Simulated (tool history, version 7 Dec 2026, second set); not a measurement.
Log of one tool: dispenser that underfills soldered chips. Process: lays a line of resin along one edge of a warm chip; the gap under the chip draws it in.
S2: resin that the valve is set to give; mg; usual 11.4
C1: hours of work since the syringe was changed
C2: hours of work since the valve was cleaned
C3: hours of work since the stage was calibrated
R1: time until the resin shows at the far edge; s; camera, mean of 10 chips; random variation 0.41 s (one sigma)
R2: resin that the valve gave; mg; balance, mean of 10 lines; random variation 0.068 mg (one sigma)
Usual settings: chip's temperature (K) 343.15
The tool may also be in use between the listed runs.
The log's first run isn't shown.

{"run": 2, "day": 0.104, "chip's temperature (K)": 343.15, "S2": 11.4, "C1": 5, "C2": 25, "C3": 168, "R1": 38.9, "R2": 11.06}
{"run": 3, "day": 0.225, "chip's temperature (K)": 343.15, "S2": 11.4, "C1": 7, "C2": 27, "C3": 170, "R1": 43.2, "R2": 11.09}
{"day": 0.258, "done": "new syringe of resin"}
{"run": 4, "day": 0.412, "chip's temperature (K)": 343.15, "S2": 11.4, "C1": 3, "C2": 30, "C3": 174, "R1": 34.5, "R2": 11.06}
{"run": 5, "day": 0.529, "chip's temperature (K)": 343.15, "S2": 11.4, "C1": 5, "C2": 32, "C3": 176, "R1": 38.7, "R2": 11.07}
{"run": 6, "day": 0.65, "chip's temperature (K)": 330.15, "S2": 11.4, "C1": 7, "C2": 34, "C3": 178, "R1": 76.9, "R2": 11.12}
{"day": 0.696, "done": "new syringe of resin"}
{"run": 7, "day": 0.85, "chip's temperature (K)": 343.15, "S2": 14.0, "C1": 3, "C2": 37, "C3": 181, "R1": 34.0, "R2": 13.56}
{"run": 8, "day": 1.033, "chip's temperature (K)": 343.15, "S2": 10.7, "C1": 6, "C2": 40, "C3": 184, "R1": 41.1, "R2": 10.22}
{"day": 1.129, "done": "new syringe of resin"}
{"run": 9, "day": 1.288, "chip's temperature (K)": 343.15, "S2": 11.4, "C1": 3, "C2": 45, "C3": 188, "R1": 34.3, "R2": 11.08}
{"run": 10, "day": 1.392, "chip's temperature (K)": 343.15, "S2": 11.4, "C1": 5, "C2": 46, "C3": 190, "R1": 37.7, "R2": 10.85}
{"run": 11, "day": 1.529, "chip's temperature (K)": 343.15, "S2": 11.4, "C1": 7, "C2": 49, "C3": 193, "R1": 41.5, "R2": 10.78}
{"day": 1.562, "done": "new syringe of resin"}
{"run": 12, "day": 1.771, "chip's temperature (K)": 350.15, "S2": 11.4, "C1": 4, "C2": 53, "C3": 197, "R1": 27.7, "R2": 10.78}
{"day": 2.0, "done": "new syringe of resin"}
{"run": 13, "day": 2.025, "chip's temperature (K)": 350.15, "S2": 11.4, "C1": 0, "C2": 57, "C3": 201, "R1": 23.5, "R2": 10.78}
{"run": 14, "day": 2.196, "chip's temperature (K)": 350.15, "S2": 11.4, "C1": 3, "C2": 60, "C3": 204, "R1": 26.8, "R2": 10.67}
{"run": 15, "day": 2.375, "chip's temperature (K)": 350.15, "S2": 11.4, "C1": 7, "C2": 63, "C3": 207, "R1": 31.2, "R2": 10.71}
{"day": 2.438, "done": "new syringe of resin"}
{"run": 16, "day": 2.554, "chip's temperature (K)": 343.15, "S2": 11.6, "C1": 2, "C2": 66, "C3": 210, "R1": 33.4, "R2": 10.87}
{"run": 17, "day": 2.779, "chip's temperature (K)": 343.15, "S2": 11.6, "C1": 6, "C2": 70, "C3": 214, "R1": 41.4, "R2": 10.93}
{"day": 2.862, "done": "new syringe of resin"}
{"run": 18, "day": 2.962, "chip's temperature (K)": 343.15, "S2": 11.4, "C1": 2, "C2": 73, "C3": 217, "R1": 33.9, "R2": 10.64}
{"run": 19, "day": 3.075, "chip's temperature (K)": 356.15, "S2": 14.1, "C1": 4, "C2": 75, "C3": 219, "R1": 20.3, "R2": 13.07}
{"run": 20, "day": 3.196, "chip's temperature (K)": 332.15, "S2": 9.7, "C1": 6, "C2": 77, "C3": 221, "R1": 72.0, "R2": 9.02}
{"day": 3.288, "done": "new syringe of resin"}
{"run": 21, "day": 3.321, "chip's temperature (K)": 357.15, "S2": 14.7, "C1": 1, "C2": 79, "C3": 223, "R1": 16.8, "R2": 13.63}
{"run": 22, "day": 3.446, "chip's temperature (K)": 357.15, "S2": 14.7, "C1": 3, "C2": 81, "C3": 225, "R1": 19.2, "R2": 13.52}
{"run": 23, "day": 3.546, "chip's temperature (K)": 357.15, "S2": 14.7, "C1": 5, "C2": 83, "C3": 227, "R1": 20.6, "R2": 13.56}
{"day": 3.721, "done": "new syringe of resin"}
{"run": 24, "day": 3.788, "chip's temperature (K)": 330.15, "S2": 10.4, "C1": 1, "C2": 87, "C3": 231, "R1": 63.5, "R2": 9.6}
{"run": 25, "day": 3.938, "chip's temperature (K)": 330.15, "S2": 10.4, "C1": 4, "C2": 90, "C3": 233, "R1": 71.7, "R2": 9.64}
{"run": 26, "day": 4.117, "chip's temperature (K)": 347.15, "S2": 13.7, "C1": 7, "C2": 93, "C3": 236, "R1": 35.1, "R2": 12.48}

Run 27 comes next. What will it give?
{"day": 4.15, "done": "new syringe of resin"}
{"run": 27, "day": 4.292, "chip's temperature (K)": 347.15, "S2": 13.7, "C1": 3, "C2": 96, "C3": 239, "R1": "?", "R2": "?"}

{"run 27": {"R1": 28.7, "R2": 12.46}}
Without the tool's hidden state the same run would have given R1 23.4 s, R2 13.64 mg.

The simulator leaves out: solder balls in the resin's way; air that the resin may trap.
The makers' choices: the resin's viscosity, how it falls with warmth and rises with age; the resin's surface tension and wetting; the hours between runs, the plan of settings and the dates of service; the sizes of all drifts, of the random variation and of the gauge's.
